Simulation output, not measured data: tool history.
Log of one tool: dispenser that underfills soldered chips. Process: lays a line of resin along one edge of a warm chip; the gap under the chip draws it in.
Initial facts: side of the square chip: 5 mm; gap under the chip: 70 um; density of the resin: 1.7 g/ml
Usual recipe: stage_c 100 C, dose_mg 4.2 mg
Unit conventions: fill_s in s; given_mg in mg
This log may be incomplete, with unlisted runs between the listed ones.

run  hour  stage_c  dose_mg  fill_s  given_mg
  1     0      100      4.2    15.9      4.18
  2   3.2      100      4.2    20.3      4.16
  3   7.6       95      4.2    31.5       4.2
  4    11       95      4.2    38.5      4.17
     11.8  -- new syringe of resin
  5  17.3      100      3.7    22.6      3.65
  6  22.2       96      4.2    33.9      4.15
     24.6  -- new syringe of resin
  7  25.6       97      4.2    19.1      4.11
  8  29.6       97      4.2    23.5      4.11
  9  35.4      100     5.15    28.4      5.05
     37.4  -- new syringe of resin
 10  42.6      100     5.15    20.4      5.04
 11  45.8       86     3.99    44.6      3.88
     50.1  -- new syringe of resin
 12  50.8       93     4.83    20.9      4.69
     52.8  -- dispensing valve cleaned and set on the balance
 13  56.5       93     4.83      27      4.84
 14  60.6      105     4.94    20.7      4.94
     64.1  -- new syringe of resin
 15  67.7      102     3.81    18.6      3.81
 16    71      104      4.2    19.7      4.15
     76.9  -- new syringe of resin
 17  78.5      100     5.26    16.5       5.2
 18  82.1      100     5.26    19.8       5.2
 19  86.3      108     5.05    18.5      4.99
     89.8  -- new syringe of resin
 20  92.4      108     5.05    13.7      4.98

Selected run-to-run steps in fill_s, each split into two signed amounts: the part the tool would show with no hidden state at all (from settings, incoming material and random variation), and the remainder, which goes to the hidden state together with any gauge scatter not common to the measured and the hidden-state-free results:
The hidden state here: resin's viscosity, % of fresh resin's; dose that the valve gives, % of what is set; true chip temperature over the reading, C; drift of the gauge itself on fill_s, %; drift of the gauge itself on given_mg, %.
Run 6 -> 7: stage_c 96 -> 97, new syringe of resin. fill_s -14.8 s: hidden state -13.8, all else -1.
Run 10 -> 11: stage_c 100 -> 86, dose_mg 5.15 -> 3.99. fill_s +24.2 s: hidden state +10.6, all else +13.6.
Run 11 -> 12: stage_c 86 -> 93, dose_mg 3.99 -> 4.83, new syringe of resin. fill_s -23.7 s: hidden state -15.2, all else -8.5.
